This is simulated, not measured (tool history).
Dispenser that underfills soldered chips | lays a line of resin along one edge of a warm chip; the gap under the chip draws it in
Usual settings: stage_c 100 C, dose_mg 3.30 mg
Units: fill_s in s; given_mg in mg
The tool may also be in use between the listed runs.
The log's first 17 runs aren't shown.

| run | day | stage_c | dose_mg | hours of work since the syringe was changed | hours of work since the valve was cleaned | hours of work since the stage was calibrated | fill_s | given_mg |
|---|---|---|---|---|---|---|---|---|
|  | 2.758 | new syringe of resin |
| 18 | 2.971 | 90 | 3.76 | 4 | 55 | 131 | 31.5 | 3.67 |
| 19 | 3.079 | 94 | 3.30 | 5 | 57 | 133 | 33.0 | 3.23 |
| 20 | 3.208 | 93 | 3.30 | 8 | 59 | 135 | 40.0 | 3.19 |
| 21 | 3.392 | 90 | 4.01 | 11 | 62 | 138 | 54.7 | 3.90 |
|  | 3.450 | new syringe of resin |
|  | 3.542 | dispensing valve cleaned and set on the balance |
| 22 | 3.671 | 90 | 4.01 | 3 | 2 | 142 | 29.7 | 4.00 |
| 23 | 3.800 | 86 | 4.19 | 5 | 4 | 144 | 40.6 | 4.19 |
| 24 | 3.938 | 86 | 4.19 | 7 | 7 | 146 | 49.0 | 4.17 |
| 25 | 4.125 | 88 | 3.41 | 11 | 10 | 149 | 61.7 | 3.38 |
|  | 4.183 | new syringe of resin |
| 26 | 4.271 | 88 | 3.41 | 1 | 12 | 151 | 27.4 | 3.40 |
| 27 | 4.438 | 88 | 3.41 | 4 | 15 | 154 | 35.0 | 3.37 |
| 28 | 4.612 | 105 | 3.05 | 7 | 18 | 157 | 28.0 | 3.00 |
| 29 | 4.817 | 101 | 4.04 | 11 | 21 | 161 | 40.8 | 3.99 |
|  | 4.871 | new syringe of resin |
| 30 | 4.929 | 94 | 4.21 | 1 | 23 | 162 | 22.4 | 4.14 |
| 31 | 5.033 | 94 | 4.21 | 3 | 25 | 164 | 25.9 | 4.14 |
| 32 | 5.225 | 101 | 3.03 | 6 | 28 | 167 | 28.1 | 2.99 |
| 33 | 5.383 | 105 | 3.04 | 9 | 30 | 170 | 32.1 | 2.99 |

3 ways to go on from here, each from the tool as it stands after run 33. What would each give?
|  | 5.558 | new syringe of resin |
| A | 5.621 | 86 | 3.50 | 1 | 34 | 174 | ? | ? |
|  | 5.558 | new syringe of resin |
| B | 5.621 | 92 | 4.10 | 1 | 34 | 174 | ? | ? |
|  | 5.558 | new syringe of resin |
| C | 5.621 | 108 | 3.95 | 1 | 34 | 174 | ? | ? |

| run | fill_s | given_mg |
|---|---|---|
| A | 28.4 | 3.43 |
| B | 23.2 | 4.03 |
| C | 15.3 | 3.87 |
Without the tool's hidden state the same runs would have given:
| run | fill_s | given_mg |
|---|---|---|
| A | 26.1 | 3.49 |
| B | 21.3 | 4.10 |
| C | 14.1 | 3.94 |
